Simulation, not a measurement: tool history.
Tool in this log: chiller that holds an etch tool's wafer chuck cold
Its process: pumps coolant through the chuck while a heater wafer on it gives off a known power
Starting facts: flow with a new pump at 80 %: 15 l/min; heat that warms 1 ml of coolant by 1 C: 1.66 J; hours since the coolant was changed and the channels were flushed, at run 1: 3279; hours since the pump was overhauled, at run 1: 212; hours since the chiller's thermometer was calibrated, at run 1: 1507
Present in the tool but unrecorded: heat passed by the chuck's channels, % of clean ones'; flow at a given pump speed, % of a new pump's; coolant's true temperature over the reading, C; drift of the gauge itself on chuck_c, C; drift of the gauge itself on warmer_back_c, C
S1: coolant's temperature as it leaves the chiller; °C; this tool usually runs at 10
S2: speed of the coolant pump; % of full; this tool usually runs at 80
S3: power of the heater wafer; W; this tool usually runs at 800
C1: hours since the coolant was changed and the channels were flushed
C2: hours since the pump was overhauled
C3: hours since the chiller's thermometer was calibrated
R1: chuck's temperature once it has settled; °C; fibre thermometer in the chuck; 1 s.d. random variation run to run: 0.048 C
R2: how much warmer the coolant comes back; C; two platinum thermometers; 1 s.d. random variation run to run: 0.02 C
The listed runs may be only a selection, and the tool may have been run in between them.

{"run": 1, "hour": 0.0, "S1": 10, "S2": 80, "S3": 800, "C1": 3279, "C2": 212, "C3": 1507, "R1": 15.97, "R2": 1.91}
{"run": 2, "hour": 25.8, "S1": 10, "S2": 80, "S3": 800, "C1": 3305, "C2": 238, "C3": 1533, "R1": 15.81, "R2": 1.95}
{"run": 3, "hour": 56.5, "S1": 10, "S2": 80, "S3": 800, "C1": 3335, "C2": 268, "C3": 1563, "R1": 15.89, "R2": 1.89}
{"run": 4, "hour": 85.9, "S1": 10, "S2": 80, "S3": 764, "C1": 3365, "C2": 298, "C3": 1593, "R1": 15.53, "R2": 1.77}
{"run": 5, "hour": 109.3, "S1": 10, "S2": 80, "S3": 764, "C1": 3388, "C2": 321, "C3": 1616, "R1": 15.59, "R2": 1.74}
{"run": 6, "hour": 133.9, "S1": 10, "S2": 80, "S3": 600, "C1": 3413, "C2": 346, "C3": 1641, "R1": 14.32, "R2": 1.34}
{"run": 7, "hour": 162.8, "S1": 10, "S2": 80, "S3": 800, "C1": 3442, "C2": 375, "C3": 1670, "R1": 15.95, "R2": 1.81}
{"run": 8, "hour": 187.5, "S1": 10, "S2": 80, "S3": 800, "C1": 3466, "C2": 399, "C3": 1694, "R1": 15.97, "R2": 1.78}
{"run": 9, "hour": 211.2, "S1": 10, "S2": 80, "S3": 557, "C1": 3490, "C2": 423, "C3": 1718, "R1": 14.04, "R2": 1.15}
{"run": 10, "hour": 238.6, "S1": 10, "S2": 80, "S3": 557, "C1": 3517, "C2": 450, "C3": 1745, "R1": 14.06, "R2": 1.17}
{"run": 11, "hour": 260.3, "S1": 18, "S2": 80, "S3": 800, "C1": 3539, "C2": 472, "C3": 1767, "R1": 23.96, "R2": 1.72}
{"run": 12, "hour": 279.9, "S1": 18, "S2": 80, "S3": 800, "C1": 3559, "C2": 492, "C3": 1787, "R1": 23.86, "R2": 1.75}
{"run": 13, "hour": 299.1, "S1": 10, "S2": 80, "S3": 800, "C1": 3578, "C2": 511, "C3": 1806, "R1": 16.01, "R2": 1.69}
{"run": 14, "hour": 329.6, "S1": 10, "S2": 80, "S3": 800, "C1": 3608, "C2": 541, "C3": 1836, "R1": 15.86, "R2": 1.68}
{"run": 15, "hour": 348.4, "S1": 10, "S2": 80, "S3": 800, "C1": 3627, "C2": 560, "C3": 1855, "R1": 15.93, "R2": 1.68}
{"run": 16, "hour": 366.9, "S1": 10, "S2": 98, "S3": 800, "C1": 3646, "C2": 579, "C3": 1874, "R1": 15.19, "R2": 1.3}
{"run": 17, "hour": 391.5, "S1": 19, "S2": 97, "S3": 800, "C1": 3670, "C2": 603, "C3": 1898, "R1": 24.18, "R2": 1.25}
{"run": 18, "hour": 407.9, "S1": 12, "S2": 80, "S3": 1105, "C1": 3687, "C2": 620, "C3": 1915, "R1": 20.2, "R2": 2.37}
{"hour": 420.5, "done": "gauge calibrated"}
{"run": 19, "hour": 424.8, "S1": 6, "S2": 68, "S3": 689, "C1": 3704, "C2": 637, "C3": 1932, "R1": 11.58, "R2": 1.94}
{"run": 20, "hour": 441.9, "S1": 9, "S2": 70, "S3": 611, "C1": 3721, "C2": 654, "C3": 1949, "R1": 13.85, "R2": 1.66}
{"run": 21, "hour": 471.5, "S1": 9, "S2": 91, "S3": 800, "C1": 3750, "C2": 683, "C3": 1978, "R1": 14.46, "R2": 1.66}
{"run": 22, "hour": 486.6, "S1": 11, "S2": 94, "S3": 1003, "C1": 3766, "C2": 698, "C3": 1994, "R1": 17.63, "R2": 1.98}
{"run": 23, "hour": 501.6, "S1": 10, "S2": 72, "S3": 800, "C1": 3781, "C2": 713, "C3": 2009, "R1": 16.28, "R2": 2.05}
{"run": 24, "hour": 530.1, "S1": 10, "S2": 72, "S3": 800, "C1": 3809, "C2": 742, "C3": 2037, "R1": 16.2, "R2": 2.07}
{"run": 25, "hour": 554.0, "S1": 3, "S2": 72, "S3": 1002, "C1": 3833, "C2": 766, "C3": 2061, "R1": 10.89, "R2": 2.59}
{"run": 26, "hour": 569.8, "S1": 5, "S2": 80, "S3": 432, "C1": 3849, "C2": 781, "C3": 2077, "R1": 8.21, "R2": 0.92}
{"run": 27, "hour": 589.4, "S1": 10, "S2": 80, "S3": 770, "C1": 3868, "C2": 801, "C3": 2096, "R1": 15.73, "R2": 1.7}
{"run": 28, "hour": 613.6, "S1": 10, "S2": 80, "S3": 770, "C1": 3893, "C2": 825, "C3": 2120, "R1": 15.66, "R2": 1.75}
{"run": 29, "hour": 638.1, "S1": 10, "S2": 80, "S3": 770, "C1": 3917, "C2": 850, "C3": 2145, "R1": 15.66, "R2": 1.69}
{"run": 30, "hour": 666.6, "S1": 10, "S2": 80, "S3": 770, "C1": 3946, "C2": 878, "C3": 2174, "R1": 15.7, "R2": 1.71}
{"run": 31, "hour": 687.2, "S1": 10, "S2": 80, "S3": 712, "C1": 3966, "C2": 899, "C3": 2194, "R1": 15.26, "R2": 1.48}

Each row is a separate what-if for the run after 31, all from the same tool condition, not one after another. Results?
{"run": "A", "hour": 714.8, "S1": 10, "S2": 74, "S3": 1015, "C1": 3994, "C2": 927, "C3": 2222, "R1": "?", "R2": "?"}
{"run": "B", "hour": 714.8, "S1": 9, "S2": 80, "S3": 657, "C1": 3994, "C2": 927, "C3": 2222, "R1": "?", "R2": "?"}
{"run": "C", "hour": 714.8, "S1": 5, "S2": 80, "S3": 800, "C1": 3994, "C2": 927, "C3": 2222, "R1": "?", "R2": "?"}

run=A R1=17.84 R2=2.43
run=B R1=13.89 R2=1.4
run=C R1=10.92 R2=1.7
Take away the tool's hidden state, keep each run's random variation, and the runs would have read:
run=A R1=17.83 R2=2.65
run=B R1=13.88 R2=1.62
run=C R1=10.91 R2=1.92

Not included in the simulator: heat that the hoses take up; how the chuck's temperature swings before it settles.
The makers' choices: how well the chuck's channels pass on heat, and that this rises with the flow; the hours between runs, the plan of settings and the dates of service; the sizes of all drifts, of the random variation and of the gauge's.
